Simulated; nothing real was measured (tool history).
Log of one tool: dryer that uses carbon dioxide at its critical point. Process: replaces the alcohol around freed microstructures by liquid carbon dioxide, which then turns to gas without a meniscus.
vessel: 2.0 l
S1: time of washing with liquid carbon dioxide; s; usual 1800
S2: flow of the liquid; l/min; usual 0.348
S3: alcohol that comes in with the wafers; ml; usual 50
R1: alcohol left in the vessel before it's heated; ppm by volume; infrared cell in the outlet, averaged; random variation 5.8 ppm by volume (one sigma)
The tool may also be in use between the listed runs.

{"run": 1, "hour": 0.0, "S1": 1800, "S2": 0.348, "S3": 50, "R1": 351}
{"run": 2, "hour": 9.0, "S1": 1800, "S2": 0.348, "S3": 50, "R1": 368}
{"run": 3, "hour": 15.9, "S1": 1800, "S2": 0.519, "S3": 50, "R1": 62}
{"run": 4, "hour": 23.2, "S1": 1740, "S2": 0.348, "S3": 50, "R1": 410}
{"run": 5, "hour": 31.2, "S1": 1740, "S2": 0.348, "S3": 50, "R1": 412}
{"run": 6, "hour": 40.2, "S1": 1800, "S2": 0.348, "S3": 50, "R1": 374}
{"run": 7, "hour": 48.0, "S1": 1800, "S2": 0.348, "S3": 50, "R1": 363}
{"run": 8, "hour": 56.8, "S1": 1800, "S2": 0.348, "S3": 50, "R1": 367}
{"run": 9, "hour": 64.1, "S1": 1800, "S2": 0.348, "S3": 87, "R1": 652}
{"run": 10, "hour": 74.9, "S1": 1800, "S2": 0.348, "S3": 87, "R1": 657}
{"run": 11, "hour": 82.3, "S1": 1800, "S2": 0.348, "S3": 87, "R1": 646}
{"run": 12, "hour": 93.0, "S1": 1800, "S2": 0.348, "S3": 87, "R1": 670}
{"run": 13, "hour": 101.7, "S1": 1800, "S2": 0.348, "S3": 50, "R1": 399}
{"run": 14, "hour": 108.8, "S1": 1800, "S2": 0.348, "S3": 50, "R1": 412}
{"run": 15, "hour": 116.8, "S1": 2400, "S2": 0.348, "S3": 50, "R1": 124}
{"run": 16, "hour": 123.5, "S1": 2400, "S2": 0.348, "S3": 50, "R1": 131}
{"run": 17, "hour": 129.7, "S1": 1800, "S2": 0.348, "S3": 50, "R1": 404}
{"run": 18, "hour": 137.7, "S1": 1800, "S2": 0.348, "S3": 50, "R1": 415}
{"run": 19, "hour": 148.3, "S1": 1800, "S2": 0.238, "S3": 42, "R1": 1250}
{"run": 20, "hour": 154.1, "S1": 2280, "S2": 0.422, "S3": 89, "R1": 118}
{"run": 21, "hour": 160.6, "S1": 2280, "S2": 0.567, "S3": 40, "R1": 55}
{"run": 22, "hour": 166.6, "S1": 2280, "S2": 0.567, "S3": 40, "R1": 53}
{"run": 23, "hour": 173.6, "S1": 2280, "S2": 0.567, "S3": 40, "R1": 56}
{"run": 24, "hour": 180.1, "S1": 1140, "S2": 0.284, "S3": 65, "R1": 3728}
{"run": 25, "hour": 185.0, "S1": 2040, "S2": 0.284, "S3": 65, "R1": 734}
{"run": 26, "hour": 189.6, "S1": 1800, "S2": 0.346, "S3": 46, "R1": 421}
{"run": 27, "hour": 195.4, "S1": 1260, "S2": 0.258, "S3": 37, "R1": 2200}
{"run": 28, "hour": 203.3, "S1": 1800, "S2": 0.289, "S3": 21, "R1": 384}
{"run": 29, "hour": 208.7, "S1": 1800, "S2": 0.348, "S3": 42, "R1": 386}
{"run": 30, "hour": 215.8, "S1": 1920, "S2": 0.344, "S3": 26, "R1": 224}
{"run": 31, "hour": 225.4, "S1": 2220, "S2": 0.269, "S3": 30, "R1": 331}
{"run": 32, "hour": 231.0, "S1": 2220, "S2": 0.269, "S3": 30, "R1": 347}
{"run": 33, "hour": 240.3, "S1": 2220, "S2": 0.269, "S3": 30, "R1": 349}
{"run": 34, "hour": 248.6, "S1": 2220, "S2": 0.269, "S3": 30, "R1": 369}
{"run": 35, "hour": 253.7, "S1": 2220, "S2": 0.429, "S3": 30, "R1": 88}

Some steps in R1 between neighbouring runs. How much of each would the tool show without its hidden state too (settings, what came in, random variation), and how much is left for the hidden state, with any gauge scatter that isn't in both results?
The hidden state here: flow that reaches the vessel past the clogged filter, %; alcohol in the recycled carbon dioxide, ppm; drift of the gauge itself on alcohol_ppm, %.
Run 23 -> 24: S1 2280 -> 1140, S2 0.567 -> 0.284, S3 40 -> 65. R1 +3672 ppm by volume: hidden state +1071, all else +2601.
Run 24 -> 25: S1 1140 -> 2040. R1 -2994 ppm by volume: hidden state -754, all else -2240.
Run 27 -> 28: S1 1260 -> 1800, S2 0.258 -> 0.289, S3 37 -> 21. R1 -1816 ppm by volume: hidden state -494, all else -1322.
